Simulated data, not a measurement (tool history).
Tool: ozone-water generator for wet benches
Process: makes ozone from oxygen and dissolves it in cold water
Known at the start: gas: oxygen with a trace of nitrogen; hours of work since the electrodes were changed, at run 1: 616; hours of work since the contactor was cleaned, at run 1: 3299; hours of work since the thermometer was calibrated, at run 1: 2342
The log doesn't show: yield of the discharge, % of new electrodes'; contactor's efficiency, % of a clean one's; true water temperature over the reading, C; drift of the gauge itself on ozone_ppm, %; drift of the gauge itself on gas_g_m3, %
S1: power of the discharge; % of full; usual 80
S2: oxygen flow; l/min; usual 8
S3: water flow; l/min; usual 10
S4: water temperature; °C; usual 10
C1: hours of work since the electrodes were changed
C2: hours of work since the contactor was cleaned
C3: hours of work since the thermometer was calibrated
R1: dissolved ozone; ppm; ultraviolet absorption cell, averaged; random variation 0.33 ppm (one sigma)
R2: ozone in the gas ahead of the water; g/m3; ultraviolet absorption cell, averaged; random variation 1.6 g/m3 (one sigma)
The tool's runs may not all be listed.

run 1 hour=0 | S1=80 S2=8 S3=10 S4=10 | C1=616 C2=3299 C3=2342 | R1=50.8 R2=294.6
run 2 hour=58.9 | S1=52 S2=8 S3=10 S4=10 | C1=655 C2=3338 C3=2381 | R1=34 R2=199.5
run 3 hour=191.8 | S1=80 S2=8 S3=10 S4=10 | C1=742 C2=3425 C3=2468 | R1=51.1 R2=294
run 4 hour=261.6 | S1=80 S2=4.52 S3=10 S4=10 | C1=788 C2=3471 C3=2514 | R1=57.9 R2=420.1
run 5 hour=330.1 | S1=80 S2=4.52 S3=10 S4=10 | C1=833 C2=3516 C3=2559 | R1=57.2 R2=420.5
run 6 hour=403.9 | S1=80 S2=4.52 S3=10 S4=10 | C1=882 C2=3565 C3=2608 | R1=57.6 R2=420.3
run 7 hour=491.2 | S1=80 S2=4.52 S3=10 S4=10 | C1=939 C2=3622 C3=2665 | R1=57.6 R2=415
run 8 hour=606.8 | S1=80 S2=4.52 S3=10 S4=10 | C1=1015 C2=3698 C3=2741 | R1=56.8 R2=417.5
run 9 hour=678.4 | S1=80 S2=4.52 S3=10 S4=10 | C1=1062 C2=3745 C3=2788 | R1=57.4 R2=419.4
run 10 hour=763.2 | S1=80 S2=8 S3=10 S4=10 | C1=1118 C2=3801 C3=2844 | R1=50.9 R2=290.8
run 11 hour=853.4 | S1=80 S2=8 S3=10 S4=10 | C1=1177 C2=3860 C3=2903 | R1=50.2 R2=291.6
run 12 hour=954.5 | S1=80 S2=8 S3=10 S4=10 | C1=1244 C2=3927 C3=2970 | R1=50.1 R2=290.5
run 13 hour=1036 | S1=80 S2=8 S3=10 S4=10 | C1=1297 C2=3980 C3=3023 | R1=50.2 R2=290.4
run 14 hour=1140.2 | S1=80 S2=8 S3=7 S4=10 | C1=1366 C2=4049 C3=3092 | R1=61.9 R2=290.5
run 15 hour=1197 | S1=68 S2=12.45 S3=10 S4=10 | C1=1403 C2=4086 C3=3129 | R1=37.2 R2=187.7
run 16 hour=1288.9 | S1=44 S2=12.45 S3=8 S4=10 | C1=1464 C2=4146 C3=3190 | R1=27.7 R2=126.7
run 17 hour=1376.6 | S1=97 S2=11.24 S3=8 S4=12 | C1=1521 C2=4204 C3=3247 | R1=57.3 R2=279.8
run 18 hour=1468.8 | S1=58 S2=10.2 S3=8 S4=16 | C1=1582 C2=4265 C3=3308 | R1=34 R2=188
run 19 hour=1540.4 | S1=57 S2=4.71 S3=8 S4=12 | C1=1629 C2=4312 C3=3355 | R1=47.1 R2=299.8
run 20 hour=1602 | S1=57 S2=4.71 S3=8 S4=12 | C1=1669 C2=4352 C3=3396 | R1=47.2 R2=298.6
run 21 hour=1672.1 | S1=72 S2=4.51 S3=16 S4=6 | C1=1716 C2=4398 C3=3442 | R1=36.8 R2=377
run 22 hour=1739.4 | S1=97 S2=4.82 S3=16 S4=6 | C1=1760 C2=4443 C3=3486 | R1=48.4 R2=472.7
run 23 hour=1846.3 | S1=67 S2=11.34 S3=9 S4=6 | C1=1830 C2=4513 C3=3556 | R1=44.3 R2=198.4
run 24 hour=1953.7 | S1=67 S2=9.37 S3=9 S4=12 | C1=1901 C2=4584 C3=3627 | R1=40.6 R2=222.3
run 25 hour=2079.2 | S1=80 S2=8.65 S3=10 S4=14 | C1=1983 C2=4666 C3=3709 | R1=44.8 R2=275.1
-- hour=2128.1 water thermometer calibrated
run 26 hour=2204.3 | S1=67 S2=14.27 S3=8 S4=8 | C1=2065 C2=4748 C3=50 | R1=40.4 R2=170.4
run 27 hour=2310.4 | S1=92 S2=13.5 S3=10 S4=6 | C1=2135 C2=4818 C3=120 | R1=51.7 R2=234
run 28 hour=2404.6 | S1=92 S2=13.5 S3=10 S4=6 | C1=2197 C2=4880 C3=182 | R1=51.7 R2=233

Hidden state or all else? Some run-to-run changes of R1, split into what the settings, what came in and random variation would give without the hidden state, and what is left for the hidden state (with any gauge scatter that isn't in both results):
Run 14 -> 15: S1 80 -> 68, S2 8 -> 12.45, S3 7 -> 10. R1 -24.7 ppm: hidden state +0.7, all else -25.4.
Run 16 -> 17: S1 44 -> 97, S2 12.45 -> 11.24, S4 10 -> 12. R1 +29.6 ppm: hidden state -1.3, all else +30.9.
Run 17 -> 18: S1 97 -> 58, S2 11.24 -> 10.2, S4 12 -> 16. R1 -23.3 ppm: hidden state +1, all else -24.3.

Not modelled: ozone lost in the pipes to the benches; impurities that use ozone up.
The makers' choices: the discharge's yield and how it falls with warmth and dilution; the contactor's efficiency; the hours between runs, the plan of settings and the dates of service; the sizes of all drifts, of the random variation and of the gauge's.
